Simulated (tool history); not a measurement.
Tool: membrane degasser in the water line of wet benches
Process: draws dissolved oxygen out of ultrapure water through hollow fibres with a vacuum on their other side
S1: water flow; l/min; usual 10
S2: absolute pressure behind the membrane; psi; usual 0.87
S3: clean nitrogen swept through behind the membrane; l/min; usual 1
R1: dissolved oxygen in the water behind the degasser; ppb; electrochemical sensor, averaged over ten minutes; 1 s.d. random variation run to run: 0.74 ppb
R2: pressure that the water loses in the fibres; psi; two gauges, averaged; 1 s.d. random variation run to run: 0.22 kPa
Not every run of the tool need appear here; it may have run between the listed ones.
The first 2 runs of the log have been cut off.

Run 3, hour 65: usual settings. Result: R1 82.6 ppb, R2 7.635 psi.
Run 4, hour 104.5: usual settings. Result: R1 81.1 ppb, R2 7.574 psi.
At hour 152.6: seals of the vacuum lines changed.
Run 5, hour 152.6: usual settings. Result: R1 79.2 ppb, R2 7.601 psi.
Run 6, hour 191: usual settings but S2 0.676 psi. Result: R1 46.8 ppb, R2 7.594 psi.
Run 7, hour 248.6: usual settings but S2 0.676 psi. Result: R1 47.7 ppb, R2 7.565 psi.
Run 8, hour 272.2: usual settings. Result: R1 79.3 ppb, R2 7.604 psi.
Run 9, hour 322: usual settings but S1 7 l/min. Result: R1 53.7 ppb, R2 5.33 psi.
Run 10, hour 379.4: usual settings but S1 7 l/min. Result: R1 53.9 ppb, R2 5.29 psi.
Run 11, hour 417.2: usual settings but S1 7 l/min. Result: R1 53.8 ppb, R2 5.369 psi.
Run 12, hour 455.3: usual settings but S1 7 l/min. Result: R1 53.6 ppb, R2 5.362 psi.
Run 13, hour 496: usual settings but S1 7 l/min. Result: R1 53.6 ppb, R2 5.316 psi.
Run 14, hour 521.3: usual settings but S1 7 l/min. Result: R1 54.9 ppb, R2 5.346 psi.
Run 15, hour 572.3: usual settings but S1 7 l/min. Result: R1 53.5 ppb, R2 5.329 psi.
Run 16, hour 615.2: usual settings but S1 7 l/min. Result: R1 54.6 ppb, R2 5.349 psi.
Run 17, hour 641.2: usual settings but S3 1.73 l/min. Result: R1 48.6 ppb, R2 7.606 psi.
Run 18, hour 673.6: usual settings but S1 12 l/min, S2 1.252 psi, S3 2.53 l/min. Result: R1 80.3 ppb, R2 9.092 psi.
Run 19, hour 701.7: usual settings but S1 9 l/min, S3 0.63 l/min. Result: R1 105.6 ppb, R2 6.831 psi.
Run 20, hour 733.6: usual settings but S1 9 l/min, S3 0.63 l/min. Result: R1 106.3 ppb, R2 6.883 psi.
Run 21, hour 758.4: usual settings but S3 0.87 l/min. Result: R1 89 ppb, R2 7.577 psi.
Run 22, hour 800.6: usual settings but S1 8 l/min, S2 1.469 psi. Result: R1 139.6 ppb, R2 6.105 psi.
Run 23, hour 856.1: usual settings but S1 8 l/min, S2 1.469 psi. Result: R1 139.3 ppb, R2 6.063 psi.
Run 24, hour 903.6: usual settings but S3 1.39 l/min. Result: R1 60.1 ppb, R2 7.59 psi.

For run 25, what comes out?
Run 25, hour 941.2: usual settings but S1 6 l/min, S2 0.783 psi, S3 1.63 l/min. Result: R1 ?, R2 ?.

R1: 23.4 ppb
R2: 4.545 psi
Had the tool carried no hidden state, the very same run would have given R1 19.5 ppb, R2 4.479 psi.

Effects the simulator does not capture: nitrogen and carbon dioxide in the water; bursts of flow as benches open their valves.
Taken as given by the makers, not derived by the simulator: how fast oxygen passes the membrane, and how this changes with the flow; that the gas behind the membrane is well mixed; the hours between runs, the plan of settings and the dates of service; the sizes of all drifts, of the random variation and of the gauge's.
